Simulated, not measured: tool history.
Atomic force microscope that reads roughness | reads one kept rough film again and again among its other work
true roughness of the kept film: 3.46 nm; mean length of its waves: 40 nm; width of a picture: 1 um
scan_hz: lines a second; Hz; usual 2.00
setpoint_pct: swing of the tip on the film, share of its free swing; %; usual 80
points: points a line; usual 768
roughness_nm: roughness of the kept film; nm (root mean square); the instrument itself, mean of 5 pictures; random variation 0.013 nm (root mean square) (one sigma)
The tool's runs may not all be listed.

{"run": 1, "hour": 0.0, "scan_hz": 2.0, "setpoint_pct": 80, "points": 768, "roughness_nm": 3.107}
{"run": 2, "hour": 60.9, "scan_hz": 2.0, "setpoint_pct": 80, "points": 768, "roughness_nm": 3.067}
{"hour": 133.5, "done": "new tip fitted"}
{"run": 3, "hour": 134.6, "scan_hz": 0.63, "setpoint_pct": 80, "points": 768, "roughness_nm": 3.188}
{"run": 4, "hour": 176.2, "scan_hz": 1.21, "setpoint_pct": 80, "points": 768, "roughness_nm": 3.172}
{"run": 5, "hour": 215.3, "scan_hz": 2.0, "setpoint_pct": 61, "points": 768, "roughness_nm": 3.216}
{"hour": 262.5, "done": "new tip fitted"}
{"run": 6, "hour": 287.2, "scan_hz": 2.0, "setpoint_pct": 88, "points": 768, "roughness_nm": 3.017}
{"run": 7, "hour": 329.9, "scan_hz": 2.0, "setpoint_pct": 88, "points": 768, "roughness_nm": 3.015}
{"run": 8, "hour": 371.7, "scan_hz": 2.0, "setpoint_pct": 88, "points": 768, "roughness_nm": 3.012}
{"hour": 395.7, "done": "new tip fitted"}
{"run": 9, "hour": 439.7, "scan_hz": 2.0, "setpoint_pct": 80, "points": 634, "roughness_nm": 3.076}
{"run": 10, "hour": 487.3, "scan_hz": 2.0, "setpoint_pct": 80, "points": 634, "roughness_nm": 3.078}
{"run": 11, "hour": 521.0, "scan_hz": 2.0, "setpoint_pct": 80, "points": 634, "roughness_nm": 3.066}
{"hour": 525.5, "done": "new tip fitted"}
{"run": 12, "hour": 582.2, "scan_hz": 2.0, "setpoint_pct": 80, "points": 634, "roughness_nm": 3.084}
{"run": 13, "hour": 654.1, "scan_hz": 2.0, "setpoint_pct": 80, "points": 634, "roughness_nm": 3.094}
{"hour": 658.7, "done": "new tip fitted"}
{"run": 14, "hour": 698.2, "scan_hz": 2.0, "setpoint_pct": 80, "points": 634, "roughness_nm": 3.112}
{"run": 15, "hour": 749.8, "scan_hz": 0.82, "setpoint_pct": 80, "points": 398, "roughness_nm": 3.157}
{"hour": 791.7, "done": "new tip fitted"}
{"run": 16, "hour": 810.8, "scan_hz": 0.82, "setpoint_pct": 80, "points": 398, "roughness_nm": 3.181}
{"run": 17, "hour": 845.5, "scan_hz": 0.82, "setpoint_pct": 80, "points": 398, "roughness_nm": 3.159}
{"run": 18, "hour": 899.0, "scan_hz": 0.78, "setpoint_pct": 64, "points": 398, "roughness_nm": 3.242}
{"hour": 924.0, "done": "new tip fitted"}
{"run": 19, "hour": 970.5, "scan_hz": 0.66, "setpoint_pct": 58, "points": 768, "roughness_nm": 3.258}
{"run": 20, "hour": 1037.5, "scan_hz": 0.66, "setpoint_pct": 58, "points": 768, "roughness_nm": 3.27}
{"hour": 1052.9, "done": "new tip fitted"}
{"run": 21, "hour": 1086.4, "scan_hz": 1.09, "setpoint_pct": 58, "points": 257, "roughness_nm": 3.202}
{"run": 22, "hour": 1144.1, "scan_hz": 2.0, "setpoint_pct": 62, "points": 963, "roughness_nm": 3.177}
{"hour": 1187.8, "done": "new tip fitted"}
{"run": 23, "hour": 1197.8, "scan_hz": 2.0, "setpoint_pct": 62, "points": 963, "roughness_nm": 3.198}
{"run": 24, "hour": 1265.8, "scan_hz": 2.0, "setpoint_pct": 62, "points": 963, "roughness_nm": 3.204}
{"run": 25, "hour": 1315.0, "scan_hz": 2.0, "setpoint_pct": 62, "points": 503, "roughness_nm": 3.18}
{"hour": 1320.2, "done": "new tip fitted"}
{"run": 26, "hour": 1388.6, "scan_hz": 2.0, "setpoint_pct": 62, "points": 503, "roughness_nm": 3.193}
{"run": 27, "hour": 1431.1, "scan_hz": 2.0, "setpoint_pct": 62, "points": 503, "roughness_nm": 3.216}
{"hour": 1452.9, "done": "new tip fitted"}
{"run": 28, "hour": 1506.6, "scan_hz": 2.0, "setpoint_pct": 62, "points": 503, "roughness_nm": 3.183}

3 ways to go on from here, each from the tool as it stands after run 28. What would each give?
{"run": "A", "hour": 1544.4, "scan_hz": 2.55, "setpoint_pct": 80, "points": 768, "roughness_nm": "?"}
{"run": "B", "hour": 1544.4, "scan_hz": 1.11, "setpoint_pct": 65, "points": 264, "roughness_nm": "?"}
{"run": "C", "hour": 1544.4, "scan_hz": 0.79, "setpoint_pct": 80, "points": 768, "roughness_nm": "?"}

run=A roughness_nm=3.032
run=B roughness_nm=3.197
run=C roughness_nm=3.161
Without the tool's hidden state the same runs would have given:
run=A roughness_nm=3.038
run=B roughness_nm=3.203
run=C roughness_nm=3.168

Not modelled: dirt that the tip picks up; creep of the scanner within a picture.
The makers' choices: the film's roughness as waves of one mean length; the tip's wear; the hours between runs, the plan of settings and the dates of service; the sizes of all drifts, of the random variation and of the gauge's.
